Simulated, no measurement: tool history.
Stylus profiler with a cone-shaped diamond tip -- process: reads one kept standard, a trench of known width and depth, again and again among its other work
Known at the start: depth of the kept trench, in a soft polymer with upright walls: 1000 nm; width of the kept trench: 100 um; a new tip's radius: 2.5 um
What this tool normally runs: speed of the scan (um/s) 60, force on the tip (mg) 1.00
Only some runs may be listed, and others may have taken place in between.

| run | hour | speed of the scan (um/s) | force on the tip (mg) | depth of the trench (Å) | width of the trench's floor (µm) |
|---|---|---|---|---|---|
| 1 | 0.0 | 60 | 1.00 | 10016.6 | 95.51 |
| 2 | 25.1 | 60 | 1.00 | 10021.2 | 95.48 |
| 3 | 55.2 | 60 | 1.00 | 10018.5 | 95.53 |
| 4 | 80.6 | 60 | 1.00 | 10018.1 | 95.49 |
| 5 | 94.5 | 60 | 0.60 | 10006.7 | 95.42 |
| 6 | 110.6 | 60 | 0.60 | 10006.4 | 95.37 |
| 7 | 128.8 | 60 | 1.11 | 10018.3 | 95.44 |
| 8 | 146.2 | 60 | 1.11 | 10021.1 | 95.47 |
| 9 | 169.7 | 60 | 1.11 | 10018.4 | 95.42 |
| 10 | 197.9 | 60 | 1.11 | 10014.4 | 95.42 |
| 11 | 215.9 | 60 | 1.11 | 10016.9 | 95.49 |
| 12 | 228.2 | 60 | 1.11 | 10017.1 | 95.46 |
| 13 | 255.4 | 60 | 1.13 | 10018.8 | 95.44 |
| 14 | 268.6 | 60 | 1.13 | 10013.1 | 95.39 |
| 15 | 292.0 | 60 | 1.00 | 10013.4 | 95.41 |
| 16 | 310.2 | 60 | 1.00 | 10011.4 | 95.37 |
| 17 | 330.2 | 60 | 1.00 | 10017.2 | 95.41 |
| 18 | 350.5 | 60 | 1.00 | 10016.1 | 95.37 |
| 19 | 380.0 | 60 | 1.00 | 10012.9 | 95.34 |
| 20 | 396.2 | 60 | 1.00 | 10011.9 | 95.40 |
| 21 | 415.5 | 60 | 1.00 | 10012.1 | 95.32 |
| 22 | 435.8 | 60 | 1.00 | 10012.0 | 95.30 |
| 23 | 463.5 | 60 | 1.00 | 10009.7 | 95.38 |
| 24 | 484.8 | 48 | 1.23 | 10016.3 | 95.42 |
| 25 | 507.3 | 64 | 1.00 | 10009.1 | 95.35 |
| 26 | 533.9 | 23 | 0.84 | 10003.8 | 95.48 |
| 27 | 557.0 | 17 | 1.43 | 10020.1 | 95.38 |
| 28 | 585.5 | 17 | 1.43 | 10020.1 | 95.36 |
| 29 | 609.8 | 124 | 1.66 | 10021.6 | 95.17 |
| 30 | 626.3 | 62 | 1.64 | 10024.6 | 95.33 |
| 31 | 650.4 | 36 | 0.55 | 9999.3 | 95.34 |
| 32 | 680.0 | 195 | 2.23 | 10034.0 | 95.13 |
| 33 | 701.1 | 195 | 2.22 | 10034.6 | 95.09 |
| 34 | 728.5 | 195 | 2.22 | 10034.5 | 95.06 |
|  | 749.6 | height scale calibrated on a step standard |
| 35 | 750.7 | 68 | 0.56 | 10029.8 | 95.17 |
| 36 | 775.7 | 68 | 0.56 | 10029.0 | 95.21 |
| 37 | 797.1 | 60 | 0.47 | 10024.9 | 95.17 |
| 38 | 815.4 | 119 | 1.00 | 10036.9 | 95.05 |
| 39 | 839.0 | 119 | 1.00 | 10041.2 | 95.13 |
| 40 | 855.0 | 88 | 1.55 | 10051.6 | 95.19 |
| 41 | 885.0 | 142 | 0.41 | 10019.6 | 94.77 |
| 42 | 903.3 | 79 | 0.94 | 10039.9 | 95.14 |

Consider 3 possible next runs. They are alternatives, not a sequence: every one starts from the tool as it was left by run 42. What does each give?
| A | 928.4 | 18 | 2.05 | ? | ? |
| B | 928.4 | 45 | 1.92 | ? | ? |
| C | 928.4 | 103 | 1.74 | ? | ? |

| run | depth of the trench (Å) | width of the trench's floor (µm) |
|---|---|---|
| A | 10064.1 | 95.30 |
| B | 10061.4 | 95.33 |
| C | 10055.8 | 95.19 |
Without the tool's hidden state the same runs would have given:
| run | depth of the trench (Å) | width of the trench's floor (µm) |
|---|---|---|
| A | 10065.7 | 95.93 |
| B | 10063.0 | 95.96 |
| C | 10057.4 | 95.81 |

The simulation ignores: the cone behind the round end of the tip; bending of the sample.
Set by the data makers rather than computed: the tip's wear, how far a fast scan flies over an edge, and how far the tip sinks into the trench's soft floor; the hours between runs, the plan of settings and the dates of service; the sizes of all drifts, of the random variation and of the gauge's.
